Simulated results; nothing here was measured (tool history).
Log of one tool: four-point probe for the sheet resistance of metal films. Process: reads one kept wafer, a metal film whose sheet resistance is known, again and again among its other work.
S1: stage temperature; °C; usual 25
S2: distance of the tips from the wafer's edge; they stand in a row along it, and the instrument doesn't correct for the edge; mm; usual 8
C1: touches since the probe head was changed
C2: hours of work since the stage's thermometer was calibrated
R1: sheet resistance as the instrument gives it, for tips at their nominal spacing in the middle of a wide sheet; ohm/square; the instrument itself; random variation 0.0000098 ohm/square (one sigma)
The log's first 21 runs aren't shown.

Run 22, hour 247.9: usual settings; C1 62937; C2 529. Result: R1 0.049602 ohm/square.
Run 23, hour 261.3: usual settings; C1 63625; C2 539. Result: R1 0.049607 ohm/square.
Run 24, hour 274: usual settings but S1 24 °C; C1 64275; C2 547. Result: R1 0.049568 ohm/square.
Run 25, hour 282.3: usual settings but S1 24 °C; C1 64698; C2 553. Result: R1 0.049601 ohm/square.
Run 26, hour 293.9: usual settings but S1 20 °C, S2 6 mm; C1 65295; C2 561. Result: R1 0.049957 ohm/square.
Run 27, hour 301.9: usual settings but S1 23 °C, S2 30 mm; C1 65706; C2 566. Result: R1 0.048962 ohm/square.
Run 28, hour 311.7: usual settings but S1 33 °C; C1 66208; C2 573. Result: R1 0.049905 ohm/square.
Run 29, hour 323.4: usual settings but S1 33 °C; C1 66805; C2 581. Result: R1 0.049889 ohm/square.
Run 30, hour 333.4: usual settings but S1 19 °C, S2 12 mm; C1 67316; C2 587. Result: R1 0.049087 ohm/square.
Run 31, hour 347.1: usual settings but S2 23 mm; C1 68016; C2 597. Result: R1 0.049075 ohm/square.
Run 32, hour 359.8: usual settings but S1 23 °C, S2 9 mm; C1 68666; C2 605. Result: R1 0.049449 ohm/square.
Run 33, hour 372.4: usual settings but S1 23 °C, S2 9 mm; C1 69316; C2 614. Result: R1 0.049457 ohm/square.
Run 34, hour 384.2: usual settings but S1 23 °C, S2 13 mm; C1 69917; C2 622. Result: R1 0.049187 ohm/square.
Run 35, hour 397: usual settings but S1 23 °C; C1 70574; C2 630. Result: R1 0.049601 ohm/square.
Run 36, hour 412.5: usual settings but S1 23 °C; C1 71369; C2 641. Result: R1 0.049603 ohm/square.
Run 37, hour 426.2: usual settings but S1 22 °C, S2 4 mm; C1 72069; C2 650. Result: R1 0.051447 ohm/square.
Run 38, hour 433.5: usual settings but S2 4 mm; C1 72440; C2 655. Result: R1 0.051542 ohm/square.
Run 39, hour 448.4: usual settings but S1 28 °C; C1 73205; C2 665. Result: R1 0.049813 ohm/square.
Run 40, hour 459: usual settings but S2 9 mm; C1 73746; C2 672. Result: R1 0.049581 ohm/square.
Run 41, hour 471.6: usual settings but S1 19 °C, S2 6 mm; C1 74393; C2 681. Result: R1 0.050001 ohm/square.
Run 42, hour 480.8: usual settings but S1 19 °C, S2 6 mm; C1 74866; C2 687. Result: R1 0.050011 ohm/square.
Run 43, hour 490.9: usual settings but S1 19 °C, S2 6 mm; C1 75379; C2 694. Result: R1 0.049997 ohm/square.
Run 44, hour 499.1: usual settings but S1 19 °C, S2 6 mm; C1 75802; C2 700. Result: R1 0.050007 ohm/square.

Forecast each of these 3 alternatives for the next run:
Run A, hour 506: usual settings but S1 24 °C, S2 7 mm; C1 76152; C2 704. Result: R1 ?.
Run B, hour 506: usual settings but S1 18 °C, S2 6 mm; C1 76152; C2 704. Result: R1 ?.
Run C, hour 506: usual settings but S1 34 °C, S2 6 mm; C1 76152; C2 704. Result: R1 ?.

run        R1
  A  0.049893
  B  0.049977
  C  0.050516
Without the tool's hidden state the same runs would have given:
run        R1
  A  0.049388
  B  0.049471
  C  0.050005
